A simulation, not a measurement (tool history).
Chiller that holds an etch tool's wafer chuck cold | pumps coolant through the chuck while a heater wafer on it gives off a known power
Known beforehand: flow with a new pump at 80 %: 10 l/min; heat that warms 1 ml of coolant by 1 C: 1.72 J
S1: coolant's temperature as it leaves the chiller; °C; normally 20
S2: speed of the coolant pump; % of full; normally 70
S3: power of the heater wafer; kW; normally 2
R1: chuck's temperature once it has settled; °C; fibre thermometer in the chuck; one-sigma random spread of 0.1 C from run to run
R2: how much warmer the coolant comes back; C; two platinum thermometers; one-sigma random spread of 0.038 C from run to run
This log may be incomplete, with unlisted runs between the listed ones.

{"run": 1, "hour": 0.0, "S1": 20, "S2": 70, "S3": 2, "R1": 41.8, "R2": 7.97}
{"run": 2, "hour": 30.1, "S1": 20, "S2": 70, "S3": 2, "R1": 41.8, "R2": 7.9}
{"run": 3, "hour": 46.0, "S1": 20, "S2": 70, "S3": 2, "R1": 42, "R2": 7.99}
{"run": 4, "hour": 66.9, "S1": 20, "S2": 70, "S3": 2, "R1": 41.9, "R2": 7.98}
{"run": 5, "hour": 98.9, "S1": 20, "S2": 70, "S3": 2, "R1": 41.8, "R2": 7.92}
{"run": 6, "hour": 126.5, "S1": 20, "S2": 70, "S3": 1.232, "R1": 33.4, "R2": 4.89}
{"run": 7, "hour": 143.1, "S1": 20, "S2": 70, "S3": 2, "R1": 42, "R2": 7.97}
{"run": 8, "hour": 173.9, "S1": 11, "S2": 70, "S3": 2, "R1": 32.9, "R2": 7.93}
{"run": 9, "hour": 192.6, "S1": 11, "S2": 70, "S3": 2, "R1": 32.9, "R2": 7.95}
{"run": 10, "hour": 225.5, "S1": 10, "S2": 80, "S3": 2, "R1": 29.8, "R2": 6.97}
{"run": 11, "hour": 249.1, "S1": 21, "S2": 62, "S3": 2, "R1": 45.2, "R2": 9.03}
{"run": 12, "hour": 266.8, "S1": 20, "S2": 70, "S3": 2.012, "R1": 42.1, "R2": 8.07}
{"run": 13, "hour": 287.0, "S1": 20, "S2": 70, "S3": 2.012, "R1": 42.3, "R2": 8.02}
{"run": 14, "hour": 312.8, "S1": 13, "S2": 66, "S3": 1.048, "R1": 25.2, "R2": 4.42}
{"run": 15, "hour": 336.1, "S1": 20, "S2": 99, "S3": 1.902, "R1": 35.7, "R2": 5.37}
{"run": 16, "hour": 361.2, "S1": 28, "S2": 70, "S3": 1.058, "R1": 39.8, "R2": 4.24}
{"run": 17, "hour": 391.2, "S1": 28, "S2": 70, "S3": 1.058, "R1": 39.8, "R2": 4.25}

Here are 3 independent what-if runs from the current tool condition. What would each one return?
{"run": "A", "hour": 414.3, "S1": 24, "S2": 70, "S3": 2.753, "R1": "?", "R2": "?"}
{"run": "B", "hour": 414.3, "S1": 12, "S2": 67, "S3": 1.058, "R1": "?", "R2": "?"}
{"run": "C", "hour": 414.3, "S1": 20, "S2": 93, "S3": 1.058, "R1": "?", "R2": "?"}

run=A R1=54.2 R2=10.91
run=B R1=24.2 R2=4.36
run=C R1=29.1 R2=3.17
Take away the tool's hidden state, keep each run's random variation, and the runs would have read:
run=A R1=54.2 R2=10.91
run=B R1=24.2 R2=4.36
run=C R1=29.1 R2=3.17
